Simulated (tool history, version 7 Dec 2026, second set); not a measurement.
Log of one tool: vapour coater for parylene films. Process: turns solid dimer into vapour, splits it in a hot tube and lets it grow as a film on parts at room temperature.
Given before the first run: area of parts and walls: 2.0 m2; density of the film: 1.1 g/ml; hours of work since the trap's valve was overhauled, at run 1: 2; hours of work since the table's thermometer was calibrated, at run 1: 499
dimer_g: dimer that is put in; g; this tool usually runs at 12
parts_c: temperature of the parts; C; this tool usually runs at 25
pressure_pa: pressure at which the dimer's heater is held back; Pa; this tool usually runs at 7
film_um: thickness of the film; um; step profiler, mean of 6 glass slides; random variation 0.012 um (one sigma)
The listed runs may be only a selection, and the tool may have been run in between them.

run	hour	dimer_g	parts_c	pressure_pa	hours of work since the trap's valve was overhauled	hours of work since the table's thermometer was calibrated	film_um
1	0	12	25	7	2	499	2.66
2	18.2	12	25	2.63	18	515	3
3	31.1	12	25	2.63	29	526	3
4	46.2	12	25	5.11	42	539	2.75
5	69.3	12	26	7	62	559	2.53
6	91.6	12	26	7	81	578	2.51
7	121.9	12	26	7	107	604	2.52
8	146.4	12	26	7	128	625	2.51
9	159.2	12	26	7	139	636	2.53
10	175.3	12	26	7	153	650	2.49
11	199.1	12	26	7	173	670	2.5
12	228.5	7	31	2.17	199	696	1.33
13	250.1	18	35	5.02	217	714	2.55
14	278.6	18	35	5.02	242	739	2.53
15	305.4	17	35	2.92	265	762	2.53
16	317.8	5	25	7	276	772	1.09
17	335.5	8	26	3.41	291	788	1.79

For some of the steps in film_um from one run to the next: how much would appear even if the tool had no hidden state, given the settings, what came in and random variation, and how much remains for the hidden state plus any gauge scatter that the measured result and the result without hidden state don't share?
Unlogged tool condition in this case: vapour lost through the trap's worn valve, %; true temperature of the parts over the reading, C; drift of the gauge itself on film_um, %.
Run 15 -> 16: dimer_g 17 -> 5, parts_c 35 -> 25, pressure_pa 2.92 -> 7. film_um -1.44 um: hidden state +0.01, all else -1.45.
Run 16 -> 17: dimer_g 5 -> 8, parts_c 25 -> 26, pressure_pa 7 -> 3.41. film_um +0.7 um: hidden state -0.02, all else +0.72.
